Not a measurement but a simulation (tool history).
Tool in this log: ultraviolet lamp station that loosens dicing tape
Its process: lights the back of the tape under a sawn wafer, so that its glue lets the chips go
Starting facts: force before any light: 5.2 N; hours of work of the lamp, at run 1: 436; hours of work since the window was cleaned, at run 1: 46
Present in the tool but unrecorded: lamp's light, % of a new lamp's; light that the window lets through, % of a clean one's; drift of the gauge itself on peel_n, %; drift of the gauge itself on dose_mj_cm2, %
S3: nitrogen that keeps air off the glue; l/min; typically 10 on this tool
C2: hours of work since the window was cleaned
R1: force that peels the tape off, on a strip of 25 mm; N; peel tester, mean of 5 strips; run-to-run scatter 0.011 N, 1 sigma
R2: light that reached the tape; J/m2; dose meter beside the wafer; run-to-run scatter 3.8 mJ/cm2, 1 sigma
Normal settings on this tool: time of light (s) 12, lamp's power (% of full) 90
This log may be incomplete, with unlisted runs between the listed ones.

Run 1, day 0.000: usual settings; hours of work of the lamp 436; C2 46. Result: R1 0.711 N, R2 5300 J/m2.
Run 2, day 0.629: usual settings but S3 15 l/min; hours of work of the lamp 443; C2 53. Result: R1 0.560 N, R2 5250 J/m2.
Run 3, day 1.850: usual settings but S3 15 l/min; hours of work of the lamp 456; C2 67. Result: R1 0.583 N, R2 5290 J/m2.
Run 4, day 2.458: usual settings but S3 15 l/min; hours of work of the lamp 463; C2 74. Result: R1 0.582 N, R2 5190 J/m2.
Run 5, day 3.054: usual settings but S3 15 l/min; hours of work of the lamp 470; C2 80. Result: R1 0.610 N, R2 5150 J/m2.
Run 6, day 3.938: usual settings but S3 5 l/min; hours of work of the lamp 480; C2 90. Result: R1 1.188 N, R2 5150 J/m2.
Run 7, day 5.171: usual settings but S3 5 l/min; hours of work of the lamp 493; C2 104. Result: R1 1.178 N, R2 5110 J/m2.
Run 8, day 5.838: usual settings but S3 5 l/min; hours of work of the lamp 501; C2 111. Result: R1 1.271 N, R2 5060 J/m2.
Run 9, day 7.246: usual settings but S3 5 l/min; hours of work of the lamp 516; C2 127. Result: R1 1.215 N, R2 4990 J/m2.
Run 10, day 8.454: usual settings but S3 5 l/min; hours of work of the lamp 529; C2 140. Result: R1 1.222 N, R2 4990 J/m2.
Run 11, day 9.871: usual settings but time of light (s) 17, lamp's power (% of full) 76, S3 4 l/min; hours of work of the lamp 545; C2 156. Result: R1 1.138 N, R2 5860 J/m2.
Run 12, day 11.021: usual settings but time of light (s) 17, lamp's power (% of full) 76, S3 4 l/min; hours of work of the lamp 558; C2 168. Result: R1 1.126 N, R2 5800 J/m2.
Run 13, day 12.071: usual settings but time of light (s) 17, lamp's power (% of full) 76, S3 4 l/min; hours of work of the lamp 570; C2 180. Result: R1 1.114 N, R2 5780 J/m2.
Run 14, day 13.404: usual settings but lamp's power (% of full) 85, S3 8 l/min; hours of work of the lamp 584; C2 195. Result: R1 1.114 N, R2 4500 J/m2.
Run 15, day 14.521: usual settings but S3 13 l/min; hours of work of the lamp 597; C2 207. Result: R1 0.759 N, R2 4720 J/m2.
Run 16, day 15.254: usual settings but time of light (s) 24, S3 6 l/min; hours of work of the lamp 605; C2 215. Result: R1 0.357 N, R2 9360 J/m2.

Estimate the outcome of run 17 from the log above:
Run 17, day 16.021: usual settings but time of light (s) 24, S3 6 l/min; hours of work of the lamp 613; C2 224. Result: R1 ?, R2 ?.

R1: 0.369 N
R2: 9380 J/m2
On a tool with no hidden condition, and with the same random variation, this run would have come out at R1 0.210 N, R2 12860 J/m2.
